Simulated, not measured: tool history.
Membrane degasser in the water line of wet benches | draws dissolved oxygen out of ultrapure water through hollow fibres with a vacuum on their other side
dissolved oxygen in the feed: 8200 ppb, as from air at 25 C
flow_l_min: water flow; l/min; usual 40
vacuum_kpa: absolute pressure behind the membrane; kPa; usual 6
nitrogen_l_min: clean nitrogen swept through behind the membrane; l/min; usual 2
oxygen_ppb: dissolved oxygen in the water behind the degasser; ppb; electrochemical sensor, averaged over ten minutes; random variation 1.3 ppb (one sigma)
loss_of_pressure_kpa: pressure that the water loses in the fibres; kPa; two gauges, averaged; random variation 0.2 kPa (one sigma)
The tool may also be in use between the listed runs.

Run 1, day 0: usual settings. Result: oxygen_ppb 131.2 ppb, loss_of_pressure_kpa 47.11 kPa.
Run 2, day 4.712: usual settings but nitrogen_l_min 1.94 l/min. Result: oxygen_ppb 136.3 ppb, loss_of_pressure_kpa 47.21 kPa.
Run 3, day 7.975: usual settings but nitrogen_l_min 1.94 l/min. Result: oxygen_ppb 134.9 ppb, loss_of_pressure_kpa 47.12 kPa.
Run 4, day 12.433: usual settings but nitrogen_l_min 1.94 l/min. Result: oxygen_ppb 134.8 ppb, loss_of_pressure_kpa 47.31 kPa.
Run 5, day 17.233: usual settings but nitrogen_l_min 3.55 l/min. Result: oxygen_ppb 78.8 ppb, loss_of_pressure_kpa 47.3 kPa.
Run 6, day 20.179: usual settings but nitrogen_l_min 0.92 l/min. Result: oxygen_ppb 249.3 ppb, loss_of_pressure_kpa 47.54 kPa.
Run 7, day 24.362: usual settings but nitrogen_l_min 0.92 l/min. Result: oxygen_ppb 248 ppb, loss_of_pressure_kpa 47.31 kPa.
Run 8, day 26.938: usual settings but nitrogen_l_min 0.92 l/min. Result: oxygen_ppb 248.4 ppb, loss_of_pressure_kpa 47.29 kPa.
Run 9, day 32.046: usual settings. Result: oxygen_ppb 132.8 ppb, loss_of_pressure_kpa 47.16 kPa.
Run 10, day 36.058: usual settings but nitrogen_l_min 2.34 l/min. Result: oxygen_ppb 118.3 ppb, loss_of_pressure_kpa 47.78 kPa.
Run 11, day 39.083: usual settings but nitrogen_l_min 2.34 l/min. Result: oxygen_ppb 118 ppb, loss_of_pressure_kpa 47.08 kPa.
Run 12, day 43.342: usual settings but vacuum_kpa 6.25 kPa. Result: oxygen_ppb 145.3 ppb, loss_of_pressure_kpa 47.38 kPa.
Run 13, day 47.829: usual settings but nitrogen_l_min 2.62 l/min. Result: oxygen_ppb 107.6 ppb, loss_of_pressure_kpa 47.44 kPa.
Run 14, day 50.425: usual settings but flow_l_min 41 l/min, nitrogen_l_min 2.62 l/min. Result: oxygen_ppb 109.9 ppb, loss_of_pressure_kpa 48.63 kPa.
Run 15, day 53.892: usual settings but flow_l_min 41 l/min, nitrogen_l_min 2.62 l/min. Result: oxygen_ppb 107.3 ppb, loss_of_pressure_kpa 48.43 kPa.
Run 16, day 59.083: usual settings but flow_l_min 49 l/min, nitrogen_l_min 2.62 l/min. Result: oxygen_ppb 129.1 ppb, loss_of_pressure_kpa 57.9 kPa.
Run 17, day 62.4: usual settings but flow_l_min 31 l/min, vacuum_kpa 9.53 kPa, nitrogen_l_min 3.26 l/min. Result: oxygen_ppb 141.3 ppb, loss_of_pressure_kpa 36.75 kPa.
Run 18, day 66.404: usual settings but vacuum_kpa 6.14 kPa. Result: oxygen_ppb 132.2 ppb, loss_of_pressure_kpa 48.02 kPa.
Run 19, day 68.8: usual settings but vacuum_kpa 6.14 kPa. Result: oxygen_ppb 131.9 ppb, loss_of_pressure_kpa 47.67 kPa.
Run 20, day 71.629: usual settings but flow_l_min 46 l/min, vacuum_kpa 3.76 kPa, nitrogen_l_min 3.59 l/min. Result: oxygen_ppb 24.7 ppb, loss_of_pressure_kpa 54.5 kPa.
Run 21, day 76.088: usual settings but flow_l_min 38 l/min, vacuum_kpa 6.18 kPa. Result: oxygen_ppb 126.2 ppb, loss_of_pressure_kpa 45 kPa.
Run 22, day 80: usual settings but flow_l_min 38 l/min, vacuum_kpa 6.18 kPa. Result: oxygen_ppb 126.8 ppb, loss_of_pressure_kpa 45.54 kPa.
Run 23, day 83.762: usual settings but flow_l_min 38 l/min, vacuum_kpa 6.18 kPa. Result: oxygen_ppb 126.8 ppb, loss_of_pressure_kpa 45.83 kPa.
Run 24, day 88.583: usual settings but flow_l_min 32 l/min, vacuum_kpa 7.86 kPa, nitrogen_l_min 2.11 l/min. Result: oxygen_ppb 164.5 ppb, loss_of_pressure_kpa 38.15 kPa.
Run 25, day 90.85: usual settings but flow_l_min 30 l/min, nitrogen_l_min 1.46 l/min. Result: oxygen_ppb 128.1 ppb, loss_of_pressure_kpa 35.79 kPa.
Run 26, day 93.642: usual settings but flow_l_min 37 l/min. Result: oxygen_ppb 118.3 ppb, loss_of_pressure_kpa 44.5 kPa.
Run 27, day 95.812: usual settings but flow_l_min 37 l/min. Result: oxygen_ppb 118.5 ppb, loss_of_pressure_kpa 44.15 kPa.
Run 28, day 100.892: usual settings but flow_l_min 63 l/min, nitrogen_l_min 1 l/min. Result: oxygen_ppb 342.3 ppb, loss_of_pressure_kpa 75.65 kPa.
Run 29, day 106.292: usual settings but flow_l_min 63 l/min, nitrogen_l_min 1 l/min. Result: oxygen_ppb 349.5 ppb, loss_of_pressure_kpa 75.37 kPa.

Not shown: 3 entries that the log had between the listed runs. Between which runs, and how does the tool's hidden state differ before and after?
Between runs 8 and 9: vacuum gauge calibrated (day 27.429)
  membrane still open, %: 97.4 -> 97.3; true pressure behind the membrane over the reading, kPa: 0.11 -> 0.15; air that leaks in behind the membrane, l/min: 0.0122 -> 0.0124
  measured less the result without the state, oxygen_ppb: +10 -> +7.8 ppb; loss_of_pressure_kpa: +1.24 -> +1.28 kPa
Between runs 15 and 16: vacuum gauge calibrated, once more (day 55.208)
  membrane still open, %: 97 -> 96.9; true pressure behind the membrane over the reading, kPa: 0.16 -> 0; air that leaks in behind the membrane, l/min: 0.0129 -> 0.013
  measured less the result without the state, oxygen_ppb: +7 -> +2.5 ppb; loss_of_pressure_kpa: +1.47 -> +1.79 kPa
Between runs 28 and 29: seals of the vacuum lines changed (day 104.767)
  membrane still open, %: 96.3 -> 96.2; air that leaks in behind the membrane, l/min: 0.014 -> 0.0015
  measured less the result without the state, oxygen_ppb: +8.5 -> +9.8 ppb; loss_of_pressure_kpa: +2.8 -> +2.86 kPa
